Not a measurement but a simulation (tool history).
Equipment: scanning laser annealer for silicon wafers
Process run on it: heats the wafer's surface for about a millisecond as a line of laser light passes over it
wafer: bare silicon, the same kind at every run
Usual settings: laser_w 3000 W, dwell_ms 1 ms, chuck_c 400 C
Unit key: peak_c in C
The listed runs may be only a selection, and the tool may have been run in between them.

run 1 day=0 | laser_w=3000 dwell_ms=1 chuck_c=400 | peak_c=1093
run 2 day=1.942 | laser_w=3000 dwell_ms=1.21 chuck_c=400 | peak_c=1171
run 3 day=3.221 | laser_w=3000 dwell_ms=1.21 chuck_c=400 | peak_c=1166
run 4 day=4.675 | laser_w=3000 dwell_ms=1.21 chuck_c=400 | peak_c=1164
run 5 day=7.338 | laser_w=3000 dwell_ms=0.91 chuck_c=400 | peak_c=1044
-- day=7.683 window over the wafer cleaned
run 6 day=8.996 | laser_w=3000 dwell_ms=0.91 chuck_c=400 | peak_c=1024
run 7 day=11.788 | laser_w=3000 dwell_ms=0.91 chuck_c=400 | peak_c=1022
run 8 day=14.217 | laser_w=3000 dwell_ms=0.91 chuck_c=400 | peak_c=1020
-- day=15.075 window over the wafer cleaned, once more
run 9 day=15.892 | laser_w=3000 dwell_ms=0.91 chuck_c=400 | peak_c=1093
run 10 day=17.529 | laser_w=3000 dwell_ms=0.91 chuck_c=400 | peak_c=1089
run 11 day=19.992 | laser_w=3000 dwell_ms=1.02 chuck_c=400 | peak_c=1130
run 12 day=21.65 | laser_w=3000 dwell_ms=1.02 chuck_c=417 | peak_c=1146
run 13 day=24.067 | laser_w=3291 dwell_ms=0.7 chuck_c=417 | peak_c=1076
run 14 day=25.654 | laser_w=2983 dwell_ms=1 chuck_c=400 | peak_c=1107
run 15 day=28.471 | laser_w=2633 dwell_ms=1 chuck_c=400 | peak_c=1000
run 16 day=30.467 | laser_w=2585 dwell_ms=1 chuck_c=361 | peak_c=941

Run 17, settings as shown, results not yet in. Your forecast:
run 17 day=31.738 | laser_w=2585 dwell_ms=1 chuck_c=361 | peak_c=?

{"run 17": {"peak_c": 937}}
Without the tool's hidden state the same run would have given peak_c 968 C.
